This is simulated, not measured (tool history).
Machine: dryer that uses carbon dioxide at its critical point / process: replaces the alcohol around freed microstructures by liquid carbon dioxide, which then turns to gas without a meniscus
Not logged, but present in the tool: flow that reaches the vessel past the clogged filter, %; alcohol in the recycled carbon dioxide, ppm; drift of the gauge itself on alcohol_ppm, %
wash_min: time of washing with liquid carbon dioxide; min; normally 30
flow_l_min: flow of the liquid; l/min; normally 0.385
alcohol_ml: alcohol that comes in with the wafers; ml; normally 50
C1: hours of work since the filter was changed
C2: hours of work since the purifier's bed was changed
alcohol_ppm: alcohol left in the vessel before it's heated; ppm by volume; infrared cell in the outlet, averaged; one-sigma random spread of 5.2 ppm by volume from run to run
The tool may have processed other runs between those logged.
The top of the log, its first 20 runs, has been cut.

Run 21, hour 262.3: usual settings but wash_min 36 min; C1 190; C2 347. Result: alcohol_ppm 98 ppm by volume.
Run 22, hour 276.4: usual settings but wash_min 36 min; C1 196; C2 354. Result: alcohol_ppm 103 ppm by volume.
Run 23, hour 289.5: usual settings but wash_min 36 min; C1 202; C2 360. Result: alcohol_ppm 106 ppm by volume.
Run 24, hour 302.0: usual settings but wash_min 25 min, flow_l_min 0.254 l/min, alcohol_ml 28 ml; C1 208; C2 365. Result: alcohol_ppm 868 ppm by volume.
Run 25, hour 310.6: usual settings but wash_min 21 min, flow_l_min 0.485 l/min, alcohol_ml 53 ml; C1 212; C2 369. Result: alcohol_ppm 314 ppm by volume.
Run 26, hour 329.3: usual settings but wash_min 21 min, flow_l_min 0.485 l/min, alcohol_ml 53 ml; C1 221; C2 378. Result: alcohol_ppm 331 ppm by volume.
Run 27, hour 340.2: usual settings but wash_min 20 min, flow_l_min 0.602 l/min, alcohol_ml 33 ml; C1 226; C2 383. Result: alcohol_ppm 132 ppm by volume.
Run 28, hour 359.0: usual settings but wash_min 26 min, flow_l_min 0.360 l/min, alcohol_ml 33 ml; C1 235; C2 392. Result: alcohol_ppm 306 ppm by volume.
Run 29, hour 368.2: usual settings but wash_min 26 min, flow_l_min 0.360 l/min, alcohol_ml 33 ml; C1 239; C2 396. Result: alcohol_ppm 316 ppm by volume.
Run 30, hour 387.2: usual settings but wash_min 29 min, flow_l_min 0.248 l/min; C1 248; C2 405. Result: alcohol_ppm 1104 ppm by volume.
Run 31, hour 404.7: usual settings but wash_min 28 min, flow_l_min 0.281 l/min; C1 256; C2 413. Result: alcohol_ppm 833 ppm by volume.
Run 32, hour 413.5: usual settings but wash_min 32 min, flow_l_min 0.281 l/min, alcohol_ml 27 ml; C1 260; C2 417. Result: alcohol_ppm 327 ppm by volume.
At hour 417.1: inlet filter changed.
Run 33, hour 422.9: usual settings but wash_min 27 min, flow_l_min 0.509 l/min, alcohol_ml 43 ml; C1 3; C2 421. Result: alcohol_ppm 99 ppm by volume.
Run 34, hour 440.4: usual settings but wash_min 27 min, flow_l_min 0.509 l/min, alcohol_ml 43 ml; C1 11; C2 429. Result: alcohol_ppm 95 ppm by volume.
Run 35, hour 451.7: usual settings but wash_min 27 min, flow_l_min 0.509 l/min, alcohol_ml 43 ml; C1 16; C2 435. Result: alcohol_ppm 104 ppm by volume.
Run 36, hour 461.9: usual settings but wash_min 27 min, flow_l_min 0.618 l/min, alcohol_ml 43 ml; C1 21; C2 439. Result: alcohol_ppm 74 ppm by volume.
Run 37, hour 480.8: usual settings but wash_min 27 min, flow_l_min 0.618 l/min, alcohol_ml 43 ml; C1 30; C2 448. Result: alcohol_ppm 79 ppm by volume.
Run 38, hour 490.7: usual settings but wash_min 27 min, flow_l_min 0.618 l/min, alcohol_ml 43 ml; C1 34; C2 453. Result: alcohol_ppm 85 ppm by volume.
Run 39, hour 501.0: usual settings but wash_min 36 min, flow_l_min 0.336 l/min, alcohol_ml 96 ml; C1 39; C2 458. Result: alcohol_ppm 212 ppm by volume.
Run 40, hour 510.7: usual settings but wash_min 44 min, flow_l_min 0.571 l/min, alcohol_ml 34 ml; C1 44; C2 462. Result: alcohol_ppm 81 ppm by volume.
Run 41, hour 523.2: usual settings but wash_min 44 min, flow_l_min 0.571 l/min, alcohol_ml 34 ml; C1 49; C2 468. Result: alcohol_ppm 78 ppm by volume.
Run 42, hour 535.1: usual settings but wash_min 29 min, flow_l_min 0.393 l/min, alcohol_ml 58 ml; C1 55; C2 474. Result: alcohol_ppm 182 ppm by volume.
Run 43, hour 549.5: usual settings but wash_min 29 min, flow_l_min 0.393 l/min, alcohol_ml 58 ml; C1 62; C2 480. Result: alcohol_ppm 207 ppm by volume.

Here are 3 independent what-if runs from the current tool condition. What would each one return?
Run A, hour 565.0: usual settings but wash_min 24 min, flow_l_min 0.311 l/min, alcohol_ml 21 ml; C1 69; C2 487. Result: alcohol_ppm ?.
Run B, hour 565.0: usual settings but wash_min 46 min, flow_l_min 0.472 l/min, alcohol_ml 49 ml; C1 69; C2 487. Result: alcohol_ppm ?.
Run C, hour 565.0: usual settings but wash_min 29 min, flow_l_min 0.317 l/min, alcohol_ml 58 ml; C1 69; C2 487. Result: alcohol_ppm ?.

run  alcohol_ppm
  A          387
  B           79
  C          431
The same runs, with their run-to-run variation unchanged, on a tool lacking any hidden condition would have given:
run  alcohol_ppm
  A          284
  B            3
  C          319
